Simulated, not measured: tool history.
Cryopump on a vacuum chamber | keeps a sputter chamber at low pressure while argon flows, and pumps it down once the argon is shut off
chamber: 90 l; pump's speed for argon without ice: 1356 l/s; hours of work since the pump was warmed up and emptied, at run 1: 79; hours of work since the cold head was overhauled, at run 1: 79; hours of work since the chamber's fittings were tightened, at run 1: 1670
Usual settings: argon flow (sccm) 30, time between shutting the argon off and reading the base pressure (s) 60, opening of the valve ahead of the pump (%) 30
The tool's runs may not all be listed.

run,hour,argon flow (sccm),time between shutting the argon off and reading the base pressure (s),opening of the valve ahead of the pump (%),hours of work since the pump was warmed up and emptied,hours of work since the cold head was overhauled,hours of work since the chamber's fittings were tightened,pressure while argon flows (Pa),pressure after the wait (uPa)
1,0.0,30,60,30,79,79,1670,0.1264,1.78
2,21.4,30,60,30,95,95,1686,0.1254,1.75
3,46.8,30,60,30,114,114,1704,0.1263,1.84
4,66.3,30,60,37,128,128,1719,0.1032,1.83
5,84.4,30,60,37,141,141,1732,0.1041,1.84
6,99.3,30,60,48,152,152,1743,0.0812,1.86
7,119.8,30,60,18,168,168,1758,0.2086,1.84
8,144.4,30,60,30,186,186,1776,0.1280,1.87
9,158.0,30,60,39,196,196,1786,0.0990,1.88
10,171.4,30,60,39,206,206,1796,0.0997,1.82
11,184.9,30,230,30,216,216,1806,0.1272,1.07

The next listed run, before its measurement:
12,201.1,30,256,30,227,227,1818,?,?

Run 12 gave pressure while argon flows (Pa) 0.1277, pressure after the wait (uPa) 1.05.
Without the tool's hidden state the same run would have given pressure while argon flows (Pa) 0.1245, pressure after the wait (uPa) 0.45.
